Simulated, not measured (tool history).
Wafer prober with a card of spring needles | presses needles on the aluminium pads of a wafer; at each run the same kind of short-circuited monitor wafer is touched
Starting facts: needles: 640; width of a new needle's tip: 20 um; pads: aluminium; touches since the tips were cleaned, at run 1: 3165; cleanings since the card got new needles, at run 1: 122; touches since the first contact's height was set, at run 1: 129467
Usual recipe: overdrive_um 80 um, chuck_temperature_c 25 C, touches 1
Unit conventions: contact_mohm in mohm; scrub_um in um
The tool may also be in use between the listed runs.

run    hour  overdrive_um  chuck_temperature_c  touches  touches since the tips were cleaned  cleanings since the card got new needles  touches since the first contact's height was set  contact_mohm  scrub_um
  1       0            80                   25        1                                 3165                                       122                                            129467           186     13.09
        1.5  -- tips cleaned on abrasive film
        7.5  -- tips cleaned on abrasive film
       14.9  -- tips cleaned on abrasive film
       22.3  -- tips cleaned on abrasive film
       29.8  -- tips cleaned on abrasive film
       37.2  -- tips cleaned on abrasive film
       44.6  -- tips cleaned on abrasive film
       50.6  -- tips cleaned on abrasive film
         58  -- tips cleaned on abrasive film
       65.4  -- tips cleaned on abrasive film
       72.8  -- tips cleaned on abrasive film
  2    78.5            80                   25        1                                 4048                                       133                                            184652           186     13.07
       80.1  -- tips cleaned on abrasive film
       87.5  -- tips cleaned on abrasive film
       94.9  -- tips cleaned on abrasive film
      100.9  -- tips cleaned on abrasive film
      108.3  -- tips cleaned on abrasive film
      115.7  -- tips cleaned on abrasive film
      121.7  -- tips cleaned on abrasive film
      129.1  -- tips cleaned on abrasive film
      136.5  -- tips cleaned on abrasive film
      143.9  -- tips cleaned on abrasive film
      151.4  -- tips cleaned on abrasive film
      158.8  -- tips cleaned on abrasive film
      164.9  -- height of the first contact set anew
      166.5  -- tips cleaned on abrasive film
  3   169.8            80                   25        1                                 2379                                       146                                              3423           184     13.12
      172.9  -- tips cleaned on abrasive film
      178.8  -- tips cleaned on abrasive film
      186.2  -- tips cleaned on abrasive film
      193.7  -- tips cleaned on abrasive film
      201.1  -- tips cleaned on abrasive film
      208.5  -- tips cleaned on abrasive film
  4   211.4            80                   25        1                                 2100                                       152                                             32662           188     13.17
      214.5  -- tips cleaned on abrasive film
      221.9  -- tips cleaned on abrasive film
      227.9  -- tips cleaned on abrasive film
      235.3  -- tips cleaned on abrasive film
      242.7  -- tips cleaned on abrasive film
      250.2  -- tips cleaned on abrasive film
      257.6  -- tips cleaned on abrasive film
        265  -- tips cleaned on abrasive film
      272.4  -- tips cleaned on abrasive film
  5   275.1            80                   25        1                                 1898                                       161                                             77390           190     13.27
      279.6  -- tips cleaned on abrasive film
        287  -- tips cleaned on abrasive film
      294.4  -- tips cleaned on abrasive film
      300.4  -- tips cleaned on abrasive film
      307.8  -- tips cleaned on abrasive film
      315.2  -- tips cleaned on abrasive film
      322.6  -- tips cleaned on abrasive film
      330.1  -- tips cleaned on abrasive film
        336  -- tips cleaned on abrasive film
  6   339.7            80                   25        1                                 2613                                       170                                            122800           188     13.31
      342.7  -- tips cleaned on abrasive film
      350.1  -- tips cleaned on abrasive film
      357.6  -- tips cleaned on abrasive film
        365  -- tips cleaned on abrasive film
      372.4  -- tips cleaned on abrasive film
      379.8  -- tips cleaned on abrasive film
      385.8  -- tips cleaned on abrasive film
      393.2  -- tips cleaned on abrasive film
      400.6  -- tips cleaned on abrasive film
      406.6  -- tips cleaned on abrasive film
        414  -- tips cleaned on abrasive film
  7   416.8            80                   25        2                                 1988                                       181                                            176980           188     13.33
      421.3  -- tips cleaned on abrasive film
      428.7  -- tips cleaned on abrasive film
      436.1  -- tips cleaned on abrasive film
      442.1  -- tips cleaned on abrasive film
        448  -- tips cleaned on abrasive film
      455.5  -- tips cleaned on abrasive film
      462.9  -- tips cleaned on abrasive film
      470.3  -- tips cleaned on abrasive film
      476.8  -- tips cleaned on abrasive film
  8   476.8            80                   25        3                                    0                                       190                                            219147           188     13.23
      484.3  -- tips cleaned on abrasive film
      491.7  -- tips cleaned on abrasive film
      499.1  -- tips cleaned on abrasive film
      505.1  -- tips cleaned on abrasive film
        511  -- tips cleaned on abrasive film
      514.2  -- height of the first contact set anew
      518.7  -- tips cleaned on abrasive film
      526.2  -- tips cleaned on abrasive film
  9   528.9            80                   25        3                                 1970                                       197                                             10322           184     13.36
      533.4  -- tips cleaned on abrasive film
      539.4  -- tips cleaned on abrasive film
      546.8  -- tips cleaned on abrasive film
      554.2  -- tips cleaned on abrasive film
      560.2  -- tips cleaned on abrasive film
      567.6  -- tips cleaned on abrasive film
        575  -- tips cleaned on abrasive film
        581  -- tips cleaned on abrasive film
      588.4  -- tips cleaned on abrasive film
      595.8  -- tips cleaned on abrasive film
      603.2  -- tips cleaned on abrasive film
 10   608.1            80                   25        3                                 3439                                       208                                             65952           186     13.36
      609.6  -- tips cleaned on abrasive film
      615.6  -- tips cleaned on abrasive film
        623  -- tips cleaned on abrasive film
      630.4  -- tips cleaned on abrasive film
      636.4  -- tips cleaned on abrasive film
      643.8  -- tips cleaned on abrasive film
      651.2  -- tips cleaned on abrasive film
      658.6  -- tips cleaned on abrasive film
      666.1  -- tips cleaned on abrasive film
      673.5  -- tips cleaned on abrasive film
      680.9  -- tips cleaned on abrasive film
      688.3  -- tips cleaned on abrasive film
 11     691            75                   70        1                                 1879                                       220                                            124196           195     12.46
      695.4  -- tips cleaned on abrasive film
      701.4  -- tips cleaned on abrasive film
      707.4  -- tips cleaned on abrasive film
      714.8  -- tips cleaned on abrasive film
      722.2  -- tips cleaned on abrasive film
      729.6  -- tips cleaned on abrasive film
 12   730.9            94                   70        3                                  936                                       226                                            152271           193     15.65
      736.9  -- tips cleaned on abrasive film
      742.8  -- tips cleaned on abrasive film
      750.3  -- tips cleaned on abrasive film
      756.2  -- tips cleaned on abrasive film
      768.2  -- card fitted with new needles
      775.6  -- tips cleaned on abrasive film
      781.6  -- tips cleaned on abrasive film
      787.6  -- tips cleaned on abrasive film
        795  -- tips cleaned on abrasive film
      802.4  -- tips cleaned on abrasive film
      809.8  -- tips cleaned on abrasive film
      817.2  -- tips cleaned on abrasive film
      824.7  -- tips cleaned on abrasive film
      830.6  -- tips cleaned on abrasive film
 13   831.9            61                   59        2                                  886                                         9                                             44726           195     10.09
      837.8  -- tips cleaned on abrasive film
      843.8  -- tips cleaned on abrasive film
      851.2  -- tips cleaned on abrasive film
      858.6  -- tips cleaned on abrasive film
        866  -- tips cleaned on abrasive film
        872  -- tips cleaned on abrasive film
      879.4  -- tips cleaned on abrasive film
      886.8  -- tips cleaned on abrasive film
      894.3  -- tips cleaned on abrasive film
      901.7  -- tips cleaned on abrasive film
      909.1  -- tips cleaned on abrasive film
 14   911.8            77                   52        1                                 1953                                        20                                            100959           193     12.95
      916.3  -- tips cleaned on abrasive film
      923.8  -- tips cleaned on abrasive film
      931.2  -- tips cleaned on abrasive film
      938.6  -- tips cleaned on abrasive film
        946  -- tips cleaned on abrasive film
      953.4  -- tips cleaned on abrasive film
      960.9  -- tips cleaned on abrasive film
      968.3  -- tips cleaned on abrasive film
      975.7  -- tips cleaned on abrasive film
      981.7  -- tips cleaned on abrasive film
 15     987            93                   25        2                                 3814                                        30                                            153832           186     15.65
      988.6  -- tips cleaned on abrasive film
      994.5  -- tips cleaned on abrasive film
       1002  -- tips cleaned on abrasive film
     1009.4  -- tips cleaned on abrasive film
     1013.8  -- gauge calibrated
     1016.8  -- tips cleaned on abrasive film
     1022.8  -- tips cleaned on abrasive film
 16  1028.4            88                   59        2                                 4055                                        36                                            182939           196     14.44
       1030  -- tips cleaned on abrasive film
     1037.4  -- tips cleaned on abrasive film
     1044.8  -- tips cleaned on abrasive film
     1050.8  -- tips cleaned on abrasive film
     1058.2  -- tips cleaned on abrasive film
     1065.6  -- tips cleaned on abrasive film
     1071.6  -- tips cleaned on abrasive film
       1079  -- tips cleaned on abrasive film
     1086.4  -- tips cleaned on abrasive film
     1093.9  -- tips cleaned on abrasive film
     1099.8  -- tips cleaned on abrasive film
 17  1105.5            60                   59        3                                 4052                                        47                                            237094           199      9.91

Estimate the outcome of run 18 from the log above:
     1107.1  -- tips cleaned on abrasive film
       1113  -- tips cleaned on abrasive film
     1116.3  -- height of the first contact set anew
     1120.7  -- tips cleaned on abrasive film
     1128.2  -- tips cleaned on abrasive film
     1134.1  -- tips cleaned on abrasive film
     1141.5  -- tips cleaned on abrasive film
       1149  -- tips cleaned on abrasive film
     1154.9  -- tips cleaned on abrasive film
 18  1158.8            71                   57        3                                 2765                                        55                                             29905             ?         ?

Run 18 came out at contact_mohm 196 mohm, scrub_um 11.74 um.
Without the tool's hidden state the same run would have given contact_mohm 196 mohm, scrub_um 11.7 um.

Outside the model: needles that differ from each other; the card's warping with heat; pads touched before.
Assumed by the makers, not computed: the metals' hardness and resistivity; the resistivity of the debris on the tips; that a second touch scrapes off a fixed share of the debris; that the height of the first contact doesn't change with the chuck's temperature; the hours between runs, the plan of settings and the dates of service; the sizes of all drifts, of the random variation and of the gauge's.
